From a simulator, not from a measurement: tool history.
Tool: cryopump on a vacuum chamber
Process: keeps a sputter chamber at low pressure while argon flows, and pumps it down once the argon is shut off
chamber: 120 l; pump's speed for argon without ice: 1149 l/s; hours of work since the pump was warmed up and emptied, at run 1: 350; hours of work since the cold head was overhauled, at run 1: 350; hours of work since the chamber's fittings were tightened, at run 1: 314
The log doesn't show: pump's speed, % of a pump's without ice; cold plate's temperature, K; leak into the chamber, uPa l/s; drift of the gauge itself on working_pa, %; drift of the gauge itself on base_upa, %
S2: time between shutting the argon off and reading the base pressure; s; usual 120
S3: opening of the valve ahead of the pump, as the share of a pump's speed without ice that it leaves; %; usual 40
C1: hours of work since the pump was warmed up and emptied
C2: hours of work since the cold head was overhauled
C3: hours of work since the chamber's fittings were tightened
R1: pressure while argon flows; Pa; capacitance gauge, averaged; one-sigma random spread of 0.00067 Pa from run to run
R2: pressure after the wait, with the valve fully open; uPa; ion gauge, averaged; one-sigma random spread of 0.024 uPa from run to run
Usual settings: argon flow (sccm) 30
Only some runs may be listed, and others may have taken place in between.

run 1 hour=0.0 | argon_flow_(sccm)=30 S2=120 S3=40 | C1=350 C2=350 C3=314 | R1=0.1168 R2=1.36
run 2 hour=18.4 | argon_flow_(sccm)=30 S2=34 S3=40 | C1=360 C2=360 C3=324 | R1=0.1163 R2=2.84
run 3 hour=38.2 | argon_flow_(sccm)=30 S2=120 S3=17 | C1=370 C2=370 C3=334 | R1=0.2673 R2=1.32
run 4 hour=56.7 | argon_flow_(sccm)=30 S2=120 S3=17 | C1=380 C2=380 C3=343 | R1=0.2673 R2=1.36
run 5 hour=79.9 | argon_flow_(sccm)=30 S2=76 S3=40 | C1=392 C2=392 C3=356 | R1=0.1169 R2=1.75
run 6 hour=90.7 | argon_flow_(sccm)=30 S2=120 S3=40 | C1=398 C2=398 C3=361 | R1=0.1162 R2=1.44
run 7 hour=109.6 | argon_flow_(sccm)=30 S2=120 S3=40 | C1=407 C2=407 C3=371 | R1=0.1183 R2=1.39
run 8 hour=125.0 | argon_flow_(sccm)=30 S2=120 S3=45 | C1=415 C2=415 C3=379 | R1=0.1054 R2=1.43
run 9 hour=140.2 | argon_flow_(sccm)=31 S2=131 S3=22 | C1=423 C2=423 C3=387 | R1=0.2149 R2=1.35
run 10 hour=159.7 | argon_flow_(sccm)=27 S2=24 S3=20 | C1=434 C2=434 C3=397 | R1=0.2054 R2=3.94
run 11 hour=175.1 | argon_flow_(sccm)=19 S2=143 S3=16 | C1=442 C2=442 C3=405 | R1=0.1796 R2=1.41

Each row is a separate what-if for the run after 11, all from the same tool condition, not one after another. Results?
run A hour=192.7 | argon_flow_(sccm)=26 S2=143 S3=16 | C1=451 C2=451 C3=414 | R1=? R2=?
run B hour=192.7 | argon_flow_(sccm)=17 S2=53 S3=16 | C1=451 C2=451 C3=414 | R1=? R2=?
run C hour=192.7 | argon_flow_(sccm)=30 S2=29 S3=40 | C1=451 C2=451 C3=414 | R1=? R2=?

run=A R1=0.2464 R2=1.36
run=B R1=0.1618 R2=2.26
run=C R1=0.1189 R2=3.43
With the hidden condition removed and each run's random variation left untouched, the same runs would have given:
run=A R1=0.2394 R2=0.79
run=B R1=0.1573 R2=1.69
run=C R1=0.1108 R2=2.85
